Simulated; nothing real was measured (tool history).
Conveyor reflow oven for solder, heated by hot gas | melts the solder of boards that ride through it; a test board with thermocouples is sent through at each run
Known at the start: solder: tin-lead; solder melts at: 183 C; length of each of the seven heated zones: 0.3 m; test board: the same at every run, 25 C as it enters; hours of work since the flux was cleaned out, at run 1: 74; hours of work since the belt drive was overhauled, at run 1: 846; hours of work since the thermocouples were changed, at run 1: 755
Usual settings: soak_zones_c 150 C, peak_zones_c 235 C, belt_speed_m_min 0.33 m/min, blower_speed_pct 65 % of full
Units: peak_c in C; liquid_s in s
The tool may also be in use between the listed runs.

| run | hour | soak_zones_c | peak_zones_c | belt_speed_m_min | blower_speed_pct | hours of work since the flux was cleaned out | hours of work since the belt drive was overhauled | hours of work since the thermocouples were changed | peak_c | liquid_s |
|---|---|---|---|---|---|---|---|---|---|---|
| 1 | 0 | 150 | 235 | 0.33 | 65 | 74 | 846 | 755 | 221.8 | 93.9 |
| 2 | 73.2 | 150 | 235 | 0.33 | 86 | 125 | 898 | 806 | 224.3 | 96.6 |
| 3 | 112.7 | 150 | 235 | 0.33 | 65 | 152 | 925 | 834 | 221.2 | 93.7 |
| 4 | 147.9 | 150 | 235 | 0.33 | 65 | 177 | 950 | 859 | 221.2 | 93.4 |
|  | 163.4 | flux residue cleaned out of gas plates and filters |
|  | 183.5 | thermocouples of zones 6 and 7 changed |
| 5 | 196.6 | 150 | 235 | 0.33 | 65 | 22 | 979 | 9 | 220.4 | 93.2 |
| 6 | 244 | 150 | 235 | 0.33 | 65 | 55 | 1012 | 42 | 220.5 | 93.3 |
| 7 | 302.3 | 160 | 235 | 0.33 | 65 | 96 | 1053 | 83 | 222 | 101.1 |
| 8 | 358.2 | 150 | 246 | 0.343 | 65 | 135 | 1092 | 122 | 228.4 | 95.6 |
| 9 | 402.8 | 146 | 235 | 0.33 | 74 | 166 | 1123 | 153 | 220.7 | 91.3 |
|  | 432.9 | flux residue cleaned out of gas plates and filters |
| 10 | 441.3 | 150 | 226 | 0.297 | 54 | 6 | 1147 | 177 | 214.5 | 97.1 |
| 11 | 516.6 | 138 | 246 | 0.352 | 75 | 59 | 1200 | 230 | 227.9 | 87.2 |
| 12 | 559.7 | 150 | 235 | 0.268 | 65 | 89 | 1230 | 260 | 226.1 | 122 |
| 13 | 626.9 | 150 | 235 | 0.268 | 65 | 136 | 1277 | 307 | 225.9 | 121.9 |

Forecast each of these 4 alternatives for the next run:
| A | 681.4 | 161 | 231 | 0.268 | 65 | 174 | 1315 | 345 | ? | ? |
| B | 681.4 | 137 | 224 | 0.268 | 50 | 174 | 1315 | 345 | ? | ? |
| C | 681.4 | 142 | 235 | 0.268 | 65 | 174 | 1315 | 345 | ? | ? |
| D | 681.4 | 163 | 235 | 0.268 | 59 | 174 | 1315 | 345 | ? | ? |

| run | peak_c | liquid_s |
|---|---|---|
| A | 223.7 | 128.5 |
| B | 212.2 | 96.2 |
| C | 225 | 116.3 |
| D | 227.1 | 133.2 |
Without the tool's hidden state the same runs would have given:
| run | peak_c | liquid_s |
|---|---|---|
| A | 222.9 | 125.3 |
| B | 211.5 | 93.6 |
| C | 224.4 | 113.6 |
| D | 226.3 | 129.9 |

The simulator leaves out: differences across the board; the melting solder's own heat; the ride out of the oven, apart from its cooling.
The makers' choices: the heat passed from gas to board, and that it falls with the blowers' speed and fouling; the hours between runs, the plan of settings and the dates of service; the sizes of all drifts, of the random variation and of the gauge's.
